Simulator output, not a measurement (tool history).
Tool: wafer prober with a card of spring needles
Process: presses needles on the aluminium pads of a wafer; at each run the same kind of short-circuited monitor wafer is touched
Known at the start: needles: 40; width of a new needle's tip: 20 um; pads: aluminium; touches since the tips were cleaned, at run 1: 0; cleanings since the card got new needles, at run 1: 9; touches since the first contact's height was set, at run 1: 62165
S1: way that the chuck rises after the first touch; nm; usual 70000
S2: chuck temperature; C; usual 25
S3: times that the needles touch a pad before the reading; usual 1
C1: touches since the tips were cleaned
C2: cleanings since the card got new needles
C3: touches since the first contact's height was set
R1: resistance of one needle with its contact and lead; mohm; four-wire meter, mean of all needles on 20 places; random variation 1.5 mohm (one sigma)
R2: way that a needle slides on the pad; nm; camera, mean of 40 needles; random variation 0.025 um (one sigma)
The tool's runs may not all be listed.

run	day	S1	S2	S3	C1	C2	C3	R1	R2
1	0.000	70000	25	1	0	9	62165	161	9930
2	0.296	70000	25	1	2144	9	64309	231	9830
3	0.525	55000	25	1	3817	9	65982	335	7660
4	0.762	55000	25	1	5531	9	67696	377	7750
# day 0.825: tips cleaned on abrasive film
5	1.096	72000	25	1	1959	10	70098	213	10130
6	1.321	72000	25	1	3590	10	71729	246	10140

The next listed run, before its measurement:
7	1.617	84000	90	2	5753	10	73892	?	?

R1: 208 mohm
R2: 11830 nm
Without the tool's hidden state the same run would have given R1 151 mohm, R2 11920 nm.
